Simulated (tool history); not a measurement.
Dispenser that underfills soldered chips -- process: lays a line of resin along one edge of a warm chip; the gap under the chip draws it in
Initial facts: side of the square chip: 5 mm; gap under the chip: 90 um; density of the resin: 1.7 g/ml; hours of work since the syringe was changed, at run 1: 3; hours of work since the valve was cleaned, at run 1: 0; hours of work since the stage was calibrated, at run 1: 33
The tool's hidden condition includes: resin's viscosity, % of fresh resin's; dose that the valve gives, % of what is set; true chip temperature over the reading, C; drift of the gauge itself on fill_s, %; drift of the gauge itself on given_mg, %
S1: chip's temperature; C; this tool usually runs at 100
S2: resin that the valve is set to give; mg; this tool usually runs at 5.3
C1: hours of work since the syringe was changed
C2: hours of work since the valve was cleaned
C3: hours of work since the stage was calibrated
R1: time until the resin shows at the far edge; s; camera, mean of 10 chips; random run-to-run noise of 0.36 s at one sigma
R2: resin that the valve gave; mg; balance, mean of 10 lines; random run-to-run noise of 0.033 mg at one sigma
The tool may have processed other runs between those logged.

run	hour	S1	S2	C1	C2	C3	R1	R2
1	0	100	5.3	3	0	33	26.5	5.24
2	6.7	105	5.3	8	5	38	32.5	5.26
# hour 9.7: new syringe of resin
3	10	105	5.3	0	7	40	17.4	5.22
4	13.3	105	5.3	2	9	42	19.5	5.26
5	16.9	100	5.44	5	11	45	31	5.41
6	22.8	100	5.3	9	15	49	44.3	5.31
# hour 23.7: new syringe of resin
7	28.7	100	5.3	3	19	53	27.1	5.21
8	33.6	100	5.3	7	23	56	36.2	5.19
# hour 37.8: new syringe of resin
9	41.3	110	5.3	2	28	61	16.6	5.21
10	47.9	110	5.3	7	32	66	24.3	5.22
# hour 51.7: new syringe of resin
11	55.3	100	5.13	2	37	70	25.7	4.97
12	61.5	100	5.13	7	41	75	36.4	5.01
# hour 66.1: new syringe of resin
13	69.3	100	5.13	2	47	80	24.9	4.91
14	74.6	100	5.13	6	50	83	34.2	4.96
# hour 80.4: new syringe of resin
15	82.3	100	5.13	1	55	89	23.8	4.99
16	89.2	100	5.3	6	60	93	35.1	5.06
17	92.6	100	5.3	8	62	96	42.3	5.13
# hour 94.5: new syringe of resin
# hour 95.5: dispensing valve cleaned and set on the balance
18	99.8	107	5.3	3	3	100	19.5	5.29
19	104	100	5.08	6	6	103	33.7	5.04
20	108.8	109	5.78	9	9	106	29.5	5.75
# hour 109.7: new syringe of resin
21	112.3	100	4.96	2	11	108	24.6	4.97
22	116.7	110	6.53	5	14	111	19.2	6.51
23	120.5	110	6.53	7	17	114	23.6	6.49
# hour 123.8: new syringe of resin
24	125.1	110	6.53	1	20	117	13.8	6.49
25	130.3	110	5.28	5	24	120	19.5	5.29
26	134	112	6.64	7	26	123	21.8	6.5
# hour 137.6: new syringe of resin
27	141.5	112	6.64	3	31	128	14.4	6.51
28	144.9	112	6.64	5	33	130	17.5	6.52
29	150.7	105	4.87	9	37	134	35.7	4.82
# hour 152: new syringe of resin
30	155.8	105	4.87	3	41	137	20.9	4.73
31	159	101	6.84	5	43	140	27.9	6.7
32	164.5	100	5.72	9	47	143	42	5.58
# hour 166.1: new syringe of resin
33	169.4	99	6.3	2	50	146	24.8	6.16
34	175.2	105	4.95	6	54	151	29.1	4.8
# hour 180.3: new syringe of resin
35	181.3	107	4.78	1	58	154	16.7	4.65

Forecast each of these 4 alternatives for the next run:
A	185.5	86	6.33	4	61	157	?	?
B	185.5	101	6.25	4	61	157	?	?
C	185.5	100	4.95	4	61	157	?	?
D	185.5	98	4.94	4	61	157	?	?

run	R1	R2
A	52.1	6.15
B	26	6.03
C	28.7	4.76
D	31.5	4.79
Had the tool no hidden state, the same runs would have come out as:
run	R1	R2
A	38.4	6.35
B	19.3	6.23
C	20.9	4.92
D	23.1	4.95
